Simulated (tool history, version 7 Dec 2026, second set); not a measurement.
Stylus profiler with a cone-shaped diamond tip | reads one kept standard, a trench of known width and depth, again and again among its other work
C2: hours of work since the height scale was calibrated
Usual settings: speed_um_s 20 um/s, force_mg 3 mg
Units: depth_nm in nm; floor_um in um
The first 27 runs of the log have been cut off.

{"run": 28, "hour": 1132.8, "speed_um_s": 23, "force_mg": 4.66, "scans with this tip": 18309, "C2": 327, "depth_nm": 203.66, "floor_um": 97.56}
{"run": 29, "hour": 1182.6, "speed_um_s": 5, "force_mg": 4.97, "scans with this tip": 18593, "C2": 359, "depth_nm": 203.84, "floor_um": 97.6}
{"run": 30, "hour": 1237.4, "speed_um_s": 14, "force_mg": 2.46, "scans with this tip": 18904, "C2": 395, "depth_nm": 202.44, "floor_um": 97.58}
{"run": 31, "hour": 1274.2, "speed_um_s": 14, "force_mg": 6.95, "scans with this tip": 19113, "C2": 418, "depth_nm": 204.69, "floor_um": 97.6}
{"run": 32, "hour": 1314.1, "speed_um_s": 14, "force_mg": 6.95, "scans with this tip": 19340, "C2": 444, "depth_nm": 204.75, "floor_um": 97.59}
{"run": 33, "hour": 1372.7, "speed_um_s": 14, "force_mg": 6.95, "scans with this tip": 19673, "C2": 482, "depth_nm": 204.81, "floor_um": 97.52}
{"run": 34, "hour": 1423.0, "speed_um_s": 21, "force_mg": 7.82, "scans with this tip": 19958, "C2": 514, "depth_nm": 205.26, "floor_um": 97.52}
{"run": 35, "hour": 1474.0, "speed_um_s": 57, "force_mg": 8.71, "scans with this tip": 20248, "C2": 547, "depth_nm": 205.62, "floor_um": 97.46}
{"run": 36, "hour": 1525.8, "speed_um_s": 57, "force_mg": 8.71, "scans with this tip": 20542, "C2": 580, "depth_nm": 205.62, "floor_um": 97.38}
{"run": 37, "hour": 1575.7, "speed_um_s": 8, "force_mg": 6.3, "scans with this tip": 20826, "C2": 612, "depth_nm": 204.57, "floor_um": 97.55}
{"run": 38, "hour": 1621.0, "speed_um_s": 22, "force_mg": 6.3, "scans with this tip": 21083, "C2": 642, "depth_nm": 204.57, "floor_um": 97.51}
{"run": 39, "hour": 1655.8, "speed_um_s": 45, "force_mg": 7.65, "scans with this tip": 21281, "C2": 664, "depth_nm": 205.13, "floor_um": 97.49}
{"run": 40, "hour": 1680.8, "speed_um_s": 20, "force_mg": 3.44, "scans with this tip": 21423, "C2": 680, "depth_nm": 203.07, "floor_um": 97.4}
{"run": 41, "hour": 1714.7, "speed_um_s": 20, "force_mg": 1.85, "scans with this tip": 21615, "C2": 702, "depth_nm": 202.12, "floor_um": 97.42}
{"run": 42, "hour": 1751.4, "speed_um_s": 20, "force_mg": 8.71, "scans with this tip": 21824, "C2": 726, "depth_nm": 205.73, "floor_um": 97.5}
{"run": 43, "hour": 1779.7, "speed_um_s": 8, "force_mg": 1.13, "scans with this tip": 21985, "C2": 744, "depth_nm": 201.59, "floor_um": 97.52}
{"run": 44, "hour": 1812.8, "speed_um_s": 8, "force_mg": 1.13, "scans with this tip": 22173, "C2": 765, "depth_nm": 201.63, "floor_um": 97.5}
{"run": 45, "hour": 1852.9, "speed_um_s": 23, "force_mg": 2.69, "scans with this tip": 22400, "C2": 791, "depth_nm": 202.76, "floor_um": 97.38}

Predict each of these 5 candidate next runs independently; none follows another, all start after run 45:
{"run": "A", "hour": 1882.3, "speed_um_s": 25, "force_mg": 1.07, "scans with this tip": 22568, "C2": 810, "depth_nm": "?", "floor_um": "?"}
{"run": "B", "hour": 1882.3, "speed_um_s": 13, "force_mg": 3, "scans with this tip": 22568, "C2": 810, "depth_nm": "?", "floor_um": "?"}
{"run": "C", "hour": 1882.3, "speed_um_s": 13, "force_mg": 1.26, "scans with this tip": 22568, "C2": 810, "depth_nm": "?", "floor_um": "?"}
{"run": "D", "hour": 1882.3, "speed_um_s": 59, "force_mg": 6.47, "scans with this tip": 22568, "C2": 810, "depth_nm": "?", "floor_um": "?"}
{"run": "E", "hour": 1882.3, "speed_um_s": 23, "force_mg": 3.9, "scans with this tip": 22568, "C2": 810, "depth_nm": "?", "floor_um": "?"}

run=A depth_nm=201.63 floor_um=97.33
run=B depth_nm=202.91 floor_um=97.47
run=C depth_nm=201.78 floor_um=97.44
run=D depth_nm=204.78 floor_um=97.37
run=E depth_nm=203.5 floor_um=97.5
What these runs would have given with no unlogged condition in the tool:
run=A depth_nm=201.39 floor_um=98.06
run=B depth_nm=202.67 floor_um=98.2
run=C depth_nm=201.54 floor_um=98.17
run=D depth_nm=204.54 floor_um=98.1
run=E depth_nm=203.26 floor_um=98.23

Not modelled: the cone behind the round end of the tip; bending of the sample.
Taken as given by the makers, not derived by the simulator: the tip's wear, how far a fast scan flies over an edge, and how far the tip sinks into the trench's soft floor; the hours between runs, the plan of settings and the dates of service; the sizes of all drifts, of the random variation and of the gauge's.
